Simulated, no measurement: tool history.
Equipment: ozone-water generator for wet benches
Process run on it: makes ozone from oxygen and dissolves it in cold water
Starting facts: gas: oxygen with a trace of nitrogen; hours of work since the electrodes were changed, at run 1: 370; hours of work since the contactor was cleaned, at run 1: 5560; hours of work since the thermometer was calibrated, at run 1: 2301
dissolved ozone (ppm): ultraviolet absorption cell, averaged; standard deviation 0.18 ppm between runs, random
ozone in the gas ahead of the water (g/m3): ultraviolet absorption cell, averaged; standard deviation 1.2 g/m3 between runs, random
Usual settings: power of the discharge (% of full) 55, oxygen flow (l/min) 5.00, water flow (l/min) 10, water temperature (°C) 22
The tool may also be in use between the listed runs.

run    hour  power of the discharge (% of full)  oxygen flow (l/min)  water flow (l/min)  water temperature (°C)  hours of work since the electrodes were changed  hours of work since the contactor was cleaned  hours of work since the thermometer was calibrated  dissolved ozone (ppm)  ozone in the gas ahead of the water (g/m3)
  1     0.0                                  55                 5.00                  10                      22                                              370                                           5560                                                2301                   23.3                                       213.1
  2   100.3                                  55                 5.00                  10                      22                                              440                                           5629                                                2371                   23.4                                       212.1
  3   171.0                                  55                 5.00                  10                      22                                              489                                           5678                                                2420                   23.1                                       211.1
  4   225.9                                  55                 5.00                  15                      22                                              527                                           5716                                                2458                   16.0                                       211.8
  5   295.0                                  55                 5.00                  15                      22                                              575                                           5764                                                2506                   16.3                                       212.0
  6   373.5                                  55                 5.00                  15                      22                                              629                                           5818                                                2560                   16.2                                       210.5
  7   501.7                                  55                 5.00                  15                      22                                              718                                           5907                                                2648                   16.1                                       213.3
  8   613.6                                  55                 5.00                  15                      22                                              795                                           5984                                                2726                   16.0                                       213.0
  9   667.8                                  99                 5.00                  10                      22                                              832                                           6022                                                2763                   32.5                                       295.3
 10   731.3                                  99                 5.00                  10                      22                                              876                                           6066                                                2807                   32.5                                       293.9
 11   859.6                                  99                 5.00                  10                      22                                              965                                           6155                                                2896                   32.3                                       297.7
 12   927.0                                  99                 5.00                  10                      22                                             1012                                           6201                                                2943                   32.4                                       297.3
 13  1047.5                                  55                 5.00                  10                      22                                             1095                                           6284                                                3026                   23.1                                       211.2
 14  1157.8                                  55                 8.05                  10                      22                                             1171                                           6361                                                3102                   22.9                                       178.3
 15  1214.6                                  55                 5.00                  10                      22                                             1211                                           6400                                                3142                   23.3                                       209.9
 16  1270.2                                  55                 4.54                  10                      22                                             1249                                           6439                                                3180                   22.9                                       219.2
 17  1356.4                                  55                 5.00                  10                      22                                             1309                                           6498                                                3240                   23.0                                       210.9
 18  1471.3                                  55                 5.00                  10                      22                                             1388                                           6578                                                3319                   22.9                                       209.8
 19  1545.2                                  99                 5.83                   7                      15                                             1439                                           6629                                                3370                   49.4                                       278.6
 20  1633.6                                  99                 5.83                   7                      15                                             1500                                           6690                                                3431                   49.2                                       280.3
 21  1755.6                                  89                 5.00                  13                      22                                             1585                                           6774                                                3516                   23.9                                       279.4
 22  1819.0                                  84                 5.00                  13                      23                                             1629                                           6818                                                3560                   22.6                                       265.0
 23  1889.0                                  55                 7.18                  10                      19                                             1677                                           6867                                                3608                   24.2                                       185.1
 24  2006.5                                  55                 7.18                  10                      19                                             1758                                           6948                                                3689                   24.2                                       183.9
 25  2126.9                                  43                 4.61                  10                      22                                             1842                                           7031                                                3773                   19.7                                       188.5
 26  2223.1                                  43                 4.61                  10                      22                                             1908                                           7098                                                3839                   19.9                                       188.2
 27  2283.5                                  46                 7.68                   9                      27                                             1950                                           7139                                                3881                   19.2                                       164.3
     2362.0  -- water thermometer calibrated
 28  2392.0                                 100                 5.00                  10                      29                                             2025                                           7214                                                  21                   27.6                                       293.0
 29  2458.8                                  55                 3.34                  10                      29                                             2071                                           7260                                                  67                   19.5                                       241.3
 30  2540.0                                  55                 3.34                  10                      29                                             2127                                           7317                                                 123                   19.7                                       240.7
 31  2660.5                                  55                 3.34                  10                      29                                             2210                                           7400                                                 206                   19.5                                       243.5
 32  2783.9                                  55                 3.34                  10                      29                                             2296                                           7485                                                 292                   19.3                                       240.6
 33  2896.0                                  55                 5.00                  11                      23                                             2373                                           7563                                                 369                   20.6                                       209.4

4 ways to go on from here, each from the tool as it stands after run 33. What would each give?
  A  3026.7                                  55                 4.43                  13                      18                                             2464                                           7653                                                 460                      ?                                           ?
  B  3026.7                                  55                 5.00                  16                      23                                             2464                                           7653                                                 460                      ?                                           ?
  C  3026.7                                  55                 5.00                   9                      23                                             2464                                           7653                                                 460                      ?                                           ?
  D  3026.7                                  55                 3.50                  15                      22                                             2464                                           7653                                                 460                      ?                                           ?

run  dissolved ozone (ppm)  ozone in the gas ahead of the water (g/m3)
  A                   18.9                                       216.3
  B                   14.4                                       207.3
  C                   24.1                                       210.4
  D                   15.0                                       235.4
With the hidden condition removed and each run's random variation left untouched, the same runs would have given:
run  dissolved ozone (ppm)  ozone in the gas ahead of the water (g/m3)
  A                   20.9                                       220.1
  B                   16.0                                       210.9
  C                   26.3                                       214.1
  D                   16.6                                       239.5
